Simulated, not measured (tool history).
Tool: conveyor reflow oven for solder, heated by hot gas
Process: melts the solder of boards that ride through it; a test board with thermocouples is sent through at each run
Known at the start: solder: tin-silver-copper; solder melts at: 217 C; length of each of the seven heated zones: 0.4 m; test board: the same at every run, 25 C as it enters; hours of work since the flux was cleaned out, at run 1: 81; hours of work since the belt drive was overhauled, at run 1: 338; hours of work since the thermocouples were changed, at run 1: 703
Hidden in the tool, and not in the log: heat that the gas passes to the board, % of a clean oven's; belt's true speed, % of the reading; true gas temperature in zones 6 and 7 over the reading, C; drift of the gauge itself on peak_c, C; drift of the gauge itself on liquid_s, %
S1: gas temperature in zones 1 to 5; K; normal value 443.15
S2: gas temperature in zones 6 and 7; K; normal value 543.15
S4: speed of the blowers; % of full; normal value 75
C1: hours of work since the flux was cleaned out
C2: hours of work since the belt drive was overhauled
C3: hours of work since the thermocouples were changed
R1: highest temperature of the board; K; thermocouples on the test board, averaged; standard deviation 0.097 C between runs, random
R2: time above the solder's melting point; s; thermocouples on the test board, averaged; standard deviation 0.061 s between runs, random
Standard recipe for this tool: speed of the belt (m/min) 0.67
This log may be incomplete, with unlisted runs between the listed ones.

{"run": 1, "hour": 0.0, "S1": 443.15, "S2": 543.15, "speed of the belt (m/min)": 0.67, "S4": 75, "C1": 81, "C2": 338, "C3": 703, "R1": 532.68, "R2": 57.55}
{"run": 2, "hour": 25.6, "S1": 443.15, "S2": 543.15, "speed of the belt (m/min)": 0.67, "S4": 75, "C1": 98, "C2": 355, "C3": 720, "R1": 532.28, "R2": 57.5}
{"run": 3, "hour": 84.5, "S1": 443.15, "S2": 543.15, "speed of the belt (m/min)": 0.634, "S4": 75, "C1": 136, "C2": 394, "C3": 759, "R1": 534.01, "R2": 62.04}
{"run": 4, "hour": 136.9, "S1": 443.15, "S2": 543.15, "speed of the belt (m/min)": 0.634, "S4": 75, "C1": 171, "C2": 428, "C3": 793, "R1": 534.04, "R2": 61.88}
{"run": 5, "hour": 177.8, "S1": 443.15, "S2": 543.15, "speed of the belt (m/min)": 0.67, "S4": 75, "C1": 198, "C2": 455, "C3": 820, "R1": 532.41, "R2": 57.29}
{"run": 6, "hour": 204.3, "S1": 443.15, "S2": 543.15, "speed of the belt (m/min)": 0.67, "S4": 75, "C1": 216, "C2": 473, "C3": 838, "R1": 532.23, "R2": 57.4}
{"hour": 216.3, "done": "thermocouples of zones 6 and 7 changed"}
{"run": 7, "hour": 240.9, "S1": 455.15, "S2": 543.15, "speed of the belt (m/min)": 0.67, "S4": 75, "C1": 238, "C2": 496, "C3": 16, "R1": 531.86, "R2": 61.06}
{"run": 8, "hour": 273.8, "S1": 455.15, "S2": 543.15, "speed of the belt (m/min)": 0.676, "S4": 62, "C1": 260, "C2": 517, "C3": 38, "R1": 529.13, "R2": 58.64}
{"run": 9, "hour": 305.9, "S1": 455.15, "S2": 543.15, "speed of the belt (m/min)": 0.627, "S4": 77, "C1": 281, "C2": 539, "C3": 59, "R1": 533.76, "R2": 66.75}
{"run": 10, "hour": 351.8, "S1": 443.15, "S2": 543.15, "speed of the belt (m/min)": 0.67, "S4": 77, "C1": 311, "C2": 569, "C3": 89, "R1": 530.62, "R2": 56.27}
{"run": 11, "hour": 383.3, "S1": 443.15, "S2": 543.15, "speed of the belt (m/min)": 0.728, "S4": 77, "C1": 332, "C2": 590, "C3": 110, "R1": 527.65, "R2": 49.67}
{"run": 12, "hour": 426.5, "S1": 443.15, "S2": 543.15, "speed of the belt (m/min)": 0.671, "S4": 84, "C1": 361, "C2": 618, "C3": 139, "R1": 531.34, "R2": 56.97}
{"run": 13, "hour": 463.0, "S1": 443.15, "S2": 556.15, "speed of the belt (m/min)": 0.721, "S4": 86, "C1": 385, "C2": 642, "C3": 163, "R1": 541.2, "R2": 57.3}
{"run": 14, "hour": 509.9, "S1": 443.15, "S2": 553.15, "speed of the belt (m/min)": 0.655, "S4": 86, "C1": 416, "C2": 673, "C3": 194, "R1": 541.37, "R2": 63.53}

Entry by entry between the runs, the difference in hidden state between the last listed run before and the first listed run after:
From run 6 to run 7: thermocouples of zones 6 and 7 changed (hour 216.3)
  heat that the gas passes to the board, % of a clean oven's: 94.1 -> 93.6; belt's true speed, % of the reading: 99.7 -> 99.68; true gas temperature in zones 6 and 7 over the reading, C: 3.02 -> 0.81
  difference, measured minus the result without the unlogged condition, R1: +1.59 -> -0.37 K; R2: +0.77 -> -0.21 s

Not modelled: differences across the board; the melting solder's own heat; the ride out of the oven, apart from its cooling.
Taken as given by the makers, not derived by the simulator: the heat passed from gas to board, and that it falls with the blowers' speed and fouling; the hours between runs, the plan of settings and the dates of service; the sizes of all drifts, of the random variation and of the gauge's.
